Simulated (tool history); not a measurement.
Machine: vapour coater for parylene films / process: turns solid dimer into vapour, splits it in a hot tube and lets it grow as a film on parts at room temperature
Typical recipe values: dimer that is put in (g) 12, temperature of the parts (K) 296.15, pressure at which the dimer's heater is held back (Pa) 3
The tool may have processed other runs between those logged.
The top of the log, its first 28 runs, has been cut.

run    hour  dimer that is put in (g)  temperature of the parts (K)  pressure at which the dimer's heater is held back (Pa)  hours of work since the trap's valve was overhauled  hours of work since the table's thermometer was calibrated  thickness of the film (um)
 29   733.8                        12                        296.15                                                    2.26                                                   75                                                         481                        5.34
 30   748.5                        12                        296.15                                                    2.26                                                   84                                                         489                        5.34
 31   777.8                         8                        293.15                                                    2.04                                                  101                                                         506                        3.95
      781.3  -- table's thermometer calibrated
 32     803                         8                        293.15                                                    2.04                                                  115                                                          13                        3.97
 33     828                         8                        293.15                                                    2.04                                                  129                                                          27                        3.94
 34   859.8                         5                        296.15                                                    7.14                                                  148                                                          46                        2.08
 35     877                        20                        302.15                                                       3                                                  158                                                          56                        7.06
 36     906                         7                        302.15                                                       3                                                  174                                                          72                        2.44
 37   940.1                        15                        302.15                                                    7.44                                                  194                                                          92                        5.06
      946.2  -- table's thermometer calibrated, once more
 38   964.6                         7                        289.15                                                    7.44                                                  208                                                          11                        3.41
 39   990.6                        15                        300.15                                                       3                                                  223                                                          26                        5.12
 40  1018.2                        15                        300.15                                                       3                                                  239                                                          42                        5.11
 41  1035.8                        15                        296.15                                                    3.39                                                  249                                                          52                        5.82
 42  1055.6                        12                        296.15                                                    6.26                                                  261                                                          64                        4.49
 43  1078.3                        12                        296.15                                                    6.26                                                  274                                                          77                        4.47
 44    1094                        19                        306.15                                                    6.08                                                  283                                                          86                        5.01
 45  1111.4                        19                        306.15                                                    6.08                                                  293                                                          96                         5.1
 46  1127.5                        12                        306.15                                                   10.41                                                  302                                                         105                        3.11

Here are 5 independent what-if runs from the current tool condition. What would each one return?
  A  1154.5                         8                        296.15                                                       3                                                  318                                                         121                           ?
  B  1154.5                        11                        303.15                                                    2.04                                                  318                                                         121                           ?
  C  1154.5                         5                        290.15                                                    3.48                                                  318                                                         121                           ?
  D  1154.5                        12                        296.15                                                    2.36                                                  318                                                         121                           ?
  E  1154.5                        12                        299.15                                                       3                                                  318                                                         121                           ?

run  thickness of the film (um)
  A                        3.04
  B                        3.37
  C                        2.37
  D                        4.69
  E                        4.19
With no hidden state in the tool, these same runs would have given:
run  thickness of the film (um)
  A                        3.49
  B                        3.88
  C                        2.72
  D                        5.39
  E                        4.82

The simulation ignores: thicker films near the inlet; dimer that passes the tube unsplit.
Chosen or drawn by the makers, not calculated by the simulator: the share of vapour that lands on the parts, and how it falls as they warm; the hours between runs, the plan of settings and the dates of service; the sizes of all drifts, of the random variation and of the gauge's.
